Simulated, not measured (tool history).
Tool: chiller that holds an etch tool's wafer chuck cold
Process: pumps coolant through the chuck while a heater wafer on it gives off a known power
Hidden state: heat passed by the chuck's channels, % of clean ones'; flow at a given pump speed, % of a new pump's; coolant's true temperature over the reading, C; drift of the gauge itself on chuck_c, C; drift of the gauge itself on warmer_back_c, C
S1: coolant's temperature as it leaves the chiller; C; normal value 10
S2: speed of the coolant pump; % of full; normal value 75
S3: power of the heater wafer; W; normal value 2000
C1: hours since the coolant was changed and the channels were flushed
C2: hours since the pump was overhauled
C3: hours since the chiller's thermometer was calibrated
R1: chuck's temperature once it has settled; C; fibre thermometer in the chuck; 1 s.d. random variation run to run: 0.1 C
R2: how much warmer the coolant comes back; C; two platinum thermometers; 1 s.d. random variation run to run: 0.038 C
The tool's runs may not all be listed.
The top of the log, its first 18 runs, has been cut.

{"run": 19, "hour": 319.6, "S1": 16, "S2": 80, "S3": 2902, "C1": 818, "C2": 1541, "C3": 2063, "R1": 38.9, "R2": 10.72}
{"run": 20, "hour": 348.2, "S1": 10, "S2": 61, "S3": 2000, "C1": 847, "C2": 1570, "C3": 2092, "R1": 30.4, "R2": 9.85}
{"run": 21, "hour": 377.8, "S1": 4, "S2": 61, "S3": 1457, "C1": 876, "C2": 1599, "C3": 2121, "R1": 18.9, "R2": 7.16}
{"run": 22, "hour": 390.2, "S1": 4, "S2": 61, "S3": 1457, "C1": 889, "C2": 1612, "C3": 2134, "R1": 18.9, "R2": 7.14}
{"run": 23, "hour": 414.0, "S1": 4, "S2": 61, "S3": 2670, "C1": 913, "C2": 1635, "C3": 2157, "R1": 31.2, "R2": 13.13}
{"run": 24, "hour": 428.7, "S1": 4, "S2": 61, "S3": 2670, "C1": 927, "C2": 1650, "C3": 2172, "R1": 31.3, "R2": 13.12}
{"run": 25, "hour": 440.8, "S1": 4, "S2": 61, "S3": 2670, "C1": 939, "C2": 1662, "C3": 2184, "R1": 31.3, "R2": 13.13}
{"run": 26, "hour": 454.3, "S1": 10, "S2": 75, "S3": 2315, "C1": 953, "C2": 1676, "C3": 2198, "R1": 29.4, "R2": 9.17}
{"run": 27, "hour": 473.5, "S1": 10, "S2": 63, "S3": 2000, "C1": 972, "C2": 1695, "C3": 2217, "R1": 29.6, "R2": 9.5}
{"run": 28, "hour": 499.5, "S1": 10, "S2": 63, "S3": 2000, "C1": 998, "C2": 1721, "C3": 2243, "R1": 29.8, "R2": 9.55}
{"run": 29, "hour": 516.1, "S1": 10, "S2": 63, "S3": 2000, "C1": 1015, "C2": 1737, "C3": 2259, "R1": 29.9, "R2": 9.42}
{"run": 30, "hour": 529.4, "S1": 14, "S2": 85, "S3": 1672, "C1": 1028, "C2": 1751, "C3": 2273, "R1": 26.5, "R2": 5.8}
{"run": 31, "hour": 547.4, "S1": 14, "S2": 85, "S3": 1672, "C1": 1046, "C2": 1769, "C3": 2291, "R1": 26.5, "R2": 5.77}

What if the next run were any one of these 5? Each begins from the tool's condition after run 31:
{"run": "A", "hour": 570.0, "S1": 14, "S2": 79, "S3": 1672, "C1": 1069, "C2": 1791, "C3": 2313, "R1": "?", "R2": "?"}
{"run": "B", "hour": 570.0, "S1": 17, "S2": 85, "S3": 2812, "C1": 1069, "C2": 1791, "C3": 2313, "R1": "?", "R2": "?"}
{"run": "C", "hour": 570.0, "S1": 7, "S2": 85, "S3": 1672, "C1": 1069, "C2": 1791, "C3": 2313, "R1": "?", "R2": "?"}
{"run": "D", "hour": 570.0, "S1": 16, "S2": 67, "S3": 1053, "C1": 1069, "C2": 1791, "C3": 2313, "R1": "?", "R2": "?"}
{"run": "E", "hour": 570.0, "S1": 10, "S2": 63, "S3": 2000, "C1": 1069, "C2": 1791, "C3": 2313, "R1": "?", "R2": "?"}

run=A R1=27.5 R2=6.17
run=B R1=38.1 R2=9.75
run=C R1=19.6 R2=5.74
run=D R1=25.7 R2=4.71
run=E R1=29.8 R2=9.44
With the hidden condition removed and each run's random variation left untouched, the same runs would have given:
run=A R1=27.4 R2=6.16
run=B R1=38 R2=9.74
run=C R1=19.6 R2=5.74
run=D R1=25.7 R2=4.7
run=E R1=29.8 R2=9.43
